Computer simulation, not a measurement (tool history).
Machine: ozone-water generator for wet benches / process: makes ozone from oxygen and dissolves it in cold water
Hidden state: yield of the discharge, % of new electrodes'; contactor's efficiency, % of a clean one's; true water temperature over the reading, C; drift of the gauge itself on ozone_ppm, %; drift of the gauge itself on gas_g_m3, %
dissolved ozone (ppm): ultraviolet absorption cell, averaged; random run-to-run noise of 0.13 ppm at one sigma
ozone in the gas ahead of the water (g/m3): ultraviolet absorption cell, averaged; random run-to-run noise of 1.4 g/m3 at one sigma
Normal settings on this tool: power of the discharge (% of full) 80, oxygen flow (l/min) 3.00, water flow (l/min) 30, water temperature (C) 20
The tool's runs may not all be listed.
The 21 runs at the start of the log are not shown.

| run | day | power of the discharge (% of full) | oxygen flow (l/min) | water flow (l/min) | water temperature (C) | hours of work since the electrodes were changed | hours of work since the contactor was cleaned | hours of work since the thermometer was calibrated | dissolved ozone (ppm) | ozone in the gas ahead of the water (g/m3) |
|---|---|---|---|---|---|---|---|---|---|---|
| 22 | 19.071 | 80 | 1.91 | 30 | 16 | 1317 | 5501 | 4804 | 11.6 | 302.2 |
| 23 | 20.000 | 80 | 1.91 | 30 | 16 | 1334 | 5518 | 4821 | 11.8 | 299.4 |
| 24 | 21.042 | 69 | 3.00 | 30 | 20 | 1353 | 5537 | 4840 | 13.0 | 230.4 |
| 25 | 21.696 | 69 | 3.00 | 30 | 20 | 1365 | 5549 | 4852 | 12.9 | 233.1 |
| 26 | 22.962 | 48 | 3.61 | 30 | 20 | 1388 | 5572 | 4875 | 10.3 | 163.7 |
| 27 | 23.817 | 43 | 3.61 | 30 | 20 | 1404 | 5588 | 4891 | 9.5 | 149.1 |
|  | 24.279 | gauge calibrated |
| 28 | 24.854 | 43 | 3.61 | 30 | 20 | 1423 | 5607 | 4910 | 9.5 | 153.0 |
| 29 | 26.121 | 47 | 3.61 | 30 | 20 | 1446 | 5630 | 4933 | 10.3 | 162.2 |
| 30 | 26.971 | 47 | 3.61 | 24 | 20 | 1462 | 5646 | 4949 | 12.5 | 163.7 |
| 31 | 27.717 | 80 | 4.39 | 30 | 17 | 1476 | 5660 | 4962 | 17.5 | 232.2 |
| 32 | 28.479 | 80 | 3.17 | 31 | 20 | 1490 | 5673 | 4976 | 14.3 | 256.0 |

5 ways to go on from here, each from the tool as it stands after run 32. What would each give?
| A | 29.688 | 92 | 3.00 | 32 | 14 | 1512 | 5696 | 4998 | ? | ? |
| B | 29.688 | 80 | 3.88 | 33 | 20 | 1512 | 5696 | 4998 | ? | ? |
| C | 29.688 | 56 | 3.00 | 24 | 17 | 1512 | 5696 | 4998 | ? | ? |
| D | 29.688 | 80 | 2.29 | 31 | 20 | 1512 | 5696 | 4998 | ? | ? |
| E | 29.688 | 80 | 3.00 | 30 | 15 | 1512 | 5696 | 4998 | ? | ? |

| run | dissolved ozone (ppm) | ozone in the gas ahead of the water (g/m3) |
|---|---|---|
| A | 15.7 | 290.9 |
| B | 14.4 | 241.1 |
| C | 13.9 | 199.1 |
| D | 12.3 | 283.6 |
| E | 15.0 | 263.3 |
What these runs would have given with no unlogged condition in the tool:
| run | dissolved ozone (ppm) | ozone in the gas ahead of the water (g/m3) |
|---|---|---|
| A | 15.7 | 294.8 |
| B | 14.4 | 244.4 |
| C | 13.9 | 201.8 |
| D | 12.3 | 287.5 |
| E | 15.0 | 266.9 |

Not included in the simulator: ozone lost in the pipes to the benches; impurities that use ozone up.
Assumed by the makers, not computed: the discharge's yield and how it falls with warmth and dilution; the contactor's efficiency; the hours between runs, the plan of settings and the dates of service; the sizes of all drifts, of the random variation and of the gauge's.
